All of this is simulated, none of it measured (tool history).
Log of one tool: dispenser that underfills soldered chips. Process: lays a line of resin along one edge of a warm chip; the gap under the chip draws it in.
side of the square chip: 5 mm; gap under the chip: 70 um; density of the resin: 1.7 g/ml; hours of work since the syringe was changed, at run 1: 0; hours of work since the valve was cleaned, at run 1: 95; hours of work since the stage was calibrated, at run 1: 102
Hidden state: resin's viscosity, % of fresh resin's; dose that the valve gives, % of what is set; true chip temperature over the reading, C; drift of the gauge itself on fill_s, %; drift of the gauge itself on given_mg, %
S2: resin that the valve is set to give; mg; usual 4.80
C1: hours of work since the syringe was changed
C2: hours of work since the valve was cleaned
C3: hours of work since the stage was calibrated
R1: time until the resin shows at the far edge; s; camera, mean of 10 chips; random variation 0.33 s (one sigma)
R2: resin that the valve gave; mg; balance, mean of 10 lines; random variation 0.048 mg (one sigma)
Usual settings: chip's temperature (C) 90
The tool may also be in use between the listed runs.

{"run": 1, "hour": 0.0, "chip's temperature (C)": 90, "S2": 4.8, "C1": 0, "C2": 95, "C3": 102, "R1": 13.9, "R2": 4.54}
{"hour": 12.3, "done": "new syringe of resin"}
{"run": 2, "hour": 12.3, "chip's temperature (C)": 90, "S2": 4.8, "C1": 0, "C2": 104, "C3": 111, "R1": 13.8, "R2": 4.6}
{"run": 3, "hour": 21.0, "chip's temperature (C)": 90, "S2": 4.8, "C1": 7, "C2": 110, "C3": 117, "R1": 19.7, "R2": 4.47}
{"hour": 24.9, "done": "new syringe of resin"}
{"run": 4, "hour": 27.4, "chip's temperature (C)": 90, "S2": 5.82, "C1": 2, "C2": 115, "C3": 122, "R1": 15.9, "R2": 5.47}
{"hour": 37.8, "done": "new syringe of resin"}
{"run": 5, "hour": 37.8, "chip's temperature (C)": 90, "S2": 4.8, "C1": 0, "C2": 122, "C3": 129, "R1": 14.6, "R2": 4.53}
{"run": 6, "hour": 45.2, "chip's temperature (C)": 90, "S2": 4.8, "C1": 6, "C2": 128, "C3": 135, "R1": 19.1, "R2": 4.45}
{"hour": 50.4, "done": "new syringe of resin"}
{"run": 7, "hour": 55.0, "chip's temperature (C)": 79, "S2": 4.8, "C1": 3, "C2": 135, "C3": 142, "R1": 24.4, "R2": 4.42}
{"run": 8, "hour": 61.4, "chip's temperature (C)": 90, "S2": 4.6, "C1": 8, "C2": 140, "C3": 147, "R1": 22.3, "R2": 4.28}
{"hour": 63.4, "done": "new syringe of resin"}
{"run": 9, "hour": 73.6, "chip's temperature (C)": 90, "S2": 4.6, "C1": 8, "C2": 149, "C3": 156, "R1": 21.9, "R2": 4.21}
{"hour": 75.7, "done": "dispensing valve cleaned and set on the balance"}
{"hour": 77.2, "done": "new syringe of resin"}
{"run": 10, "hour": 84.9, "chip's temperature (C)": 90, "S2": 4.6, "C1": 6, "C2": 7, "C3": 163, "R1": 18.6, "R2": 4.52}
{"hour": 90.3, "done": "new syringe of resin"}
{"run": 11, "hour": 94.0, "chip's temperature (C)": 90, "S2": 4.69, "C1": 3, "C2": 13, "C3": 170, "R1": 15.9, "R2": 4.74}
{"run": 12, "hour": 99.6, "chip's temperature (C)": 90, "S2": 4.47, "C1": 7, "C2": 18, "C3": 174, "R1": 20.7, "R2": 4.51}
{"hour": 102.8, "done": "new syringe of resin"}
{"run": 13, "hour": 107.1, "chip's temperature (C)": 78, "S2": 4.31, "C1": 3, "C2": 23, "C3": 179, "R1": 25.7, "R2": 4.24}
{"hour": 115.6, "done": "new syringe of resin"}
{"run": 14, "hour": 117.8, "chip's temperature (C)": 79, "S2": 5.12, "C1": 2, "C2": 31, "C3": 187, "R1": 22.0, "R2": 5.05}
{"run": 15, "hour": 124.3, "chip's temperature (C)": 95, "S2": 4.91, "C1": 6, "C2": 36, "C3": 192, "R1": 16.5, "R2": 4.83}
{"hour": 128.6, "done": "new syringe of resin"}
{"run": 16, "hour": 132.8, "chip's temperature (C)": 90, "S2": 4.51, "C1": 3, "C2": 42, "C3": 198, "R1": 16.7, "R2": 4.41}
{"run": 17, "hour": 138.7, "chip's temperature (C)": 102, "S2": 5.87, "C1": 8, "C2": 46, "C3": 203, "R1": 13.7, "R2": 5.72}
{"hour": 141.9, "done": "new syringe of resin"}
{"run": 18, "hour": 145.3, "chip's temperature (C)": 101, "S2": 6.16, "C1": 3, "C2": 51, "C3": 207, "R1": 11.0, "R2": 6.07}
{"run": 19, "hour": 152.5, "chip's temperature (C)": 94, "S2": 4.46, "C1": 8, "C2": 56, "C3": 213, "R1": 19.9, "R2": 4.31}
{"hour": 155.2, "done": "new syringe of resin"}
{"run": 20, "hour": 163.4, "chip's temperature (C)": 103, "S2": 6.09, "C1": 6, "C2": 64, "C3": 221, "R1": 11.9, "R2": 5.92}
{"hour": 168.1, "done": "new syringe of resin"}
{"run": 21, "hour": 169.0, "chip's temperature (C)": 103, "S2": 6.09, "C1": 1, "C2": 68, "C3": 225, "R1": 9.1, "R2": 5.9}
{"run": 22, "hour": 175.7, "chip's temperature (C)": 102, "S2": 4.8, "C1": 6, "C2": 73, "C3": 230, "R1": 12.5, "R2": 4.58}
{"hour": 181.3, "done": "new syringe of resin"}
{"run": 23, "hour": 181.4, "chip's temperature (C)": 102, "S2": 4.8, "C1": 0, "C2": 77, "C3": 234, "R1": 9.2, "R2": 4.69}
{"run": 24, "hour": 186.5, "chip's temperature (C)": 88, "S2": 5.92, "C1": 4, "C2": 81, "C3": 238, "R1": 17.7, "R2": 5.56}

Forecast each of these 5 alternatives for the next run:
{"hour": 194.4, "done": "new syringe of resin"}
{"run": "A", "hour": 196.5, "chip's temperature (C)": 104, "S2": 5.06, "C1": 2, "C2": 88, "C3": 245, "R1": "?", "R2": "?"}
{"hour": 194.4, "done": "new syringe of resin"}
{"run": "B", "hour": 196.5, "chip's temperature (C)": 97, "S2": 5.92, "C1": 2, "C2": 88, "C3": 245, "R1": "?", "R2": "?"}
{"hour": 194.4, "done": "new syringe of resin"}
{"run": "C", "hour": 196.5, "chip's temperature (C)": 76, "S2": 4.22, "C1": 2, "C2": 88, "C3": 245, "R1": "?", "R2": "?"}
{"hour": 194.4, "done": "new syringe of resin"}
{"run": "D", "hour": 196.5, "chip's temperature (C)": 90, "S2": 4.83, "C1": 2, "C2": 88, "C3": 245, "R1": "?", "R2": "?"}
{"hour": 194.4, "done": "new syringe of resin"}
{"run": "E", "hour": 196.5, "chip's temperature (C)": 88, "S2": 4.67, "C1": 2, "C2": 88, "C3": 245, "R1": "?", "R2": "?"}

run=A R1=9.1 R2=4.77
run=B R1=11.7 R2=5.57
run=C R1=23.4 R2=4.00
run=D R1=14.4 R2=4.58
run=E R1=15.7 R2=4.46
Without the tool's hidden state the same runs would have given:
run=A R1=8.7 R2=5.03
run=B R1=11.2 R2=5.88
run=C R1=22.3 R2=4.22
run=D R1=13.8 R2=4.83
run=E R1=15.0 R2=4.70

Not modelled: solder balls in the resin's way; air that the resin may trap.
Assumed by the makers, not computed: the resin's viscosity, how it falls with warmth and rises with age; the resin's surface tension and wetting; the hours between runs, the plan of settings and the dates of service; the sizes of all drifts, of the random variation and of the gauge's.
